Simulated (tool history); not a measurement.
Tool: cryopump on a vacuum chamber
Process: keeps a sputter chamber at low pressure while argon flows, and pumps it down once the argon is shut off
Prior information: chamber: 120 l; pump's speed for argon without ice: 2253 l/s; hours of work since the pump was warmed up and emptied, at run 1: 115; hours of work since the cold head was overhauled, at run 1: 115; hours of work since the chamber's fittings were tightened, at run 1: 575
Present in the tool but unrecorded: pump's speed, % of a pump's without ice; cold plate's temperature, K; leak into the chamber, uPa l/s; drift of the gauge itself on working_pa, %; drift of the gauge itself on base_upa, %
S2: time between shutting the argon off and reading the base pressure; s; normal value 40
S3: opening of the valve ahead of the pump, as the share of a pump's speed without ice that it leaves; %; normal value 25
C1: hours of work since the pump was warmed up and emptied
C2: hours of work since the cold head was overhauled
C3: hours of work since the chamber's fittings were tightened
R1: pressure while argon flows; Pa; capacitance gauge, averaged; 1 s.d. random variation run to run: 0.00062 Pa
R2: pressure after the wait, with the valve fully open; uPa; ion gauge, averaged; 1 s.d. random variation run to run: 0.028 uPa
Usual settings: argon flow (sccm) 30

{"run": 1, "hour": 0.0, "argon flow (sccm)": 30, "S2": 40, "S3": 25, "C1": 115, "C2": 115, "C3": 575, "R1": 0.0925, "R2": 1.6}
{"run": 2, "hour": 18.1, "argon flow (sccm)": 30, "S2": 40, "S3": 25, "C1": 128, "C2": 128, "C3": 587, "R1": 0.0945, "R2": 1.66}
{"run": 3, "hour": 30.2, "argon flow (sccm)": 30, "S2": 40, "S3": 42, "C1": 136, "C2": 136, "C3": 596, "R1": 0.0577, "R2": 1.7}
{"run": 4, "hour": 41.6, "argon flow (sccm)": 30, "S2": 40, "S3": 51, "C1": 144, "C2": 144, "C3": 603, "R1": 0.0483, "R2": 1.65}
{"run": 5, "hour": 60.2, "argon flow (sccm)": 30, "S2": 40, "S3": 18, "C1": 157, "C2": 157, "C3": 616, "R1": 0.1296, "R2": 1.64}
{"run": 6, "hour": 73.1, "argon flow (sccm)": 30, "S2": 40, "S3": 25, "C1": 165, "C2": 165, "C3": 625, "R1": 0.0943, "R2": 1.65}
{"run": 7, "hour": 83.6, "argon flow (sccm)": 30, "S2": 40, "S3": 25, "C1": 173, "C2": 173, "C3": 632, "R1": 0.0951, "R2": 1.67}
{"run": 8, "hour": 96.5, "argon flow (sccm)": 30, "S2": 40, "S3": 25, "C1": 182, "C2": 182, "C3": 641, "R1": 0.0964, "R2": 1.68}
{"run": 9, "hour": 108.5, "argon flow (sccm)": 30, "S2": 40, "S3": 25, "C1": 190, "C2": 190, "C3": 649, "R1": 0.0951, "R2": 1.68}
{"run": 10, "hour": 124.1, "argon flow (sccm)": 30, "S2": 40, "S3": 25, "C1": 201, "C2": 201, "C3": 660, "R1": 0.0957, "R2": 1.69}
{"run": 11, "hour": 141.5, "argon flow (sccm)": 30, "S2": 40, "S3": 25, "C1": 213, "C2": 213, "C3": 672, "R1": 0.0964, "R2": 1.74}
{"run": 12, "hour": 153.4, "argon flow (sccm)": 30, "S2": 40, "S3": 25, "C1": 221, "C2": 221, "C3": 680, "R1": 0.0974, "R2": 1.75}
{"run": 13, "hour": 168.1, "argon flow (sccm)": 30, "S2": 40, "S3": 25, "C1": 231, "C2": 231, "C3": 690, "R1": 0.0967, "R2": 1.73}
{"run": 14, "hour": 186.6, "argon flow (sccm)": 30, "S2": 40, "S3": 25, "C1": 244, "C2": 244, "C3": 703, "R1": 0.0977, "R2": 1.74}
{"run": 15, "hour": 204.0, "argon flow (sccm)": 30, "S2": 67, "S3": 25, "C1": 255, "C2": 255, "C3": 715, "R1": 0.0994, "R2": 1.29}
{"run": 16, "hour": 215.7, "argon flow (sccm)": 30, "S2": 67, "S3": 25, "C1": 263, "C2": 263, "C3": 723, "R1": 0.0984, "R2": 1.33}
{"run": 17, "hour": 226.0, "argon flow (sccm)": 30, "S2": 67, "S3": 25, "C1": 271, "C2": 271, "C3": 730, "R1": 0.0979, "R2": 1.32}
{"run": 18, "hour": 245.1, "argon flow (sccm)": 30, "S2": 51, "S3": 25, "C1": 284, "C2": 284, "C3": 743, "R1": 0.0989, "R2": 1.59}
{"run": 19, "hour": 257.3, "argon flow (sccm)": 47, "S2": 237, "S3": 25, "C1": 292, "C2": 292, "C3": 752, "R1": 0.1567, "R2": 0.93}
{"run": 20, "hour": 275.5, "argon flow (sccm)": 30, "S2": 41, "S3": 25, "C1": 305, "C2": 305, "C3": 764, "R1": 0.1003, "R2": 1.88}
{"run": 21, "hour": 289.4, "argon flow (sccm)": 31, "S2": 21, "S3": 25, "C1": 314, "C2": 314, "C3": 774, "R1": 0.1032, "R2": 3}
{"hour": 301.9, "done": "pump warmed up, emptied and cooled again"}
{"run": 22, "hour": 310.1, "argon flow (sccm)": 31, "S2": 21, "S3": 25, "C1": 6, "C2": 325, "C3": 785, "R1": 0.0934, "R2": 2.68}
{"run": 23, "hour": 319.5, "argon flow (sccm)": 14, "S2": 91, "S3": 36, "C1": 12, "C2": 331, "C3": 791, "R1": 0.0291, "R2": 1.01}
{"run": 24, "hour": 330.9, "argon flow (sccm)": 30, "S2": 130, "S3": 25, "C1": 20, "C2": 339, "C3": 799, "R1": 0.0912, "R2": 0.92}
{"run": 25, "hour": 346.4, "argon flow (sccm)": 44, "S2": 50, "S3": 55, "C1": 31, "C2": 350, "C3": 809, "R1": 0.0615, "R2": 1.43}
{"run": 26, "hour": 354.6, "argon flow (sccm)": 44, "S2": 50, "S3": 55, "C1": 36, "C2": 356, "C3": 815, "R1": 0.0612, "R2": 1.42}
{"run": 27, "hour": 369.1, "argon flow (sccm)": 17, "S2": 40, "S3": 35, "C1": 46, "C2": 365, "C3": 825, "R1": 0.0365, "R2": 1.68}
{"run": 28, "hour": 385.9, "argon flow (sccm)": 34, "S2": 26, "S3": 40, "C1": 58, "C2": 377, "C3": 837, "R1": 0.0656, "R2": 2.3}
{"run": 29, "hour": 396.4, "argon flow (sccm)": 24, "S2": 191, "S3": 15, "C1": 65, "C2": 384, "C3": 844, "R1": 0.1207, "R2": 0.8}
{"run": 30, "hour": 411.2, "argon flow (sccm)": 21, "S2": 109, "S3": 58, "C1": 75, "C2": 394, "C3": 854, "R1": 0.0289, "R2": 1.02}
{"run": 31, "hour": 429.2, "argon flow (sccm)": 18, "S2": 151, "S3": 21, "C1": 88, "C2": 407, "C3": 866, "R1": 0.0659, "R2": 0.91}
{"run": 32, "hour": 439.5, "argon flow (sccm)": 30, "S2": 151, "S3": 43, "C1": 95, "C2": 414, "C3": 873, "R1": 0.0548, "R2": 0.91}
{"run": 33, "hour": 458.4, "argon flow (sccm)": 41, "S2": 40, "S3": 25, "C1": 108, "C2": 427, "C3": 886, "R1": 0.1277, "R2": 1.8}
{"run": 34, "hour": 469.0, "argon flow (sccm)": 13, "S2": 40, "S3": 58, "C1": 115, "C2": 434, "C3": 894, "R1": 0.018, "R2": 1.73}
{"run": 35, "hour": 488.4, "argon flow (sccm)": 23, "S2": 76, "S3": 49, "C1": 128, "C2": 447, "C3": 907, "R1": 0.0393, "R2": 1.28}

Branching from run 35: 3 alternative next runs. What would each branch give?
{"run": "A", "hour": 497.7, "argon flow (sccm)": 19, "S2": 50, "S3": 16, "C1": 135, "C2": 454, "C3": 913, "R1": "?", "R2": "?"}
{"run": "B", "hour": 497.7, "argon flow (sccm)": 47, "S2": 76, "S3": 20, "C1": 135, "C2": 454, "C3": 913, "R1": "?", "R2": "?"}
{"run": "C", "hour": 497.7, "argon flow (sccm)": 30, "S2": 40, "S3": 19, "C1": 135, "C2": 454, "C3": 913, "R1": "?", "R2": "?"}

run=A R1=0.0915 R2=1.53
run=B R1=0.1826 R2=1.28
run=C R1=0.1207 R2=1.77
Had the tool no hidden state, the same runs would have come out as:
run=A R1=0.0891 R2=1.03
run=B R1=0.1766 R2=0.77
run=C R1=0.1169 R2=1.27

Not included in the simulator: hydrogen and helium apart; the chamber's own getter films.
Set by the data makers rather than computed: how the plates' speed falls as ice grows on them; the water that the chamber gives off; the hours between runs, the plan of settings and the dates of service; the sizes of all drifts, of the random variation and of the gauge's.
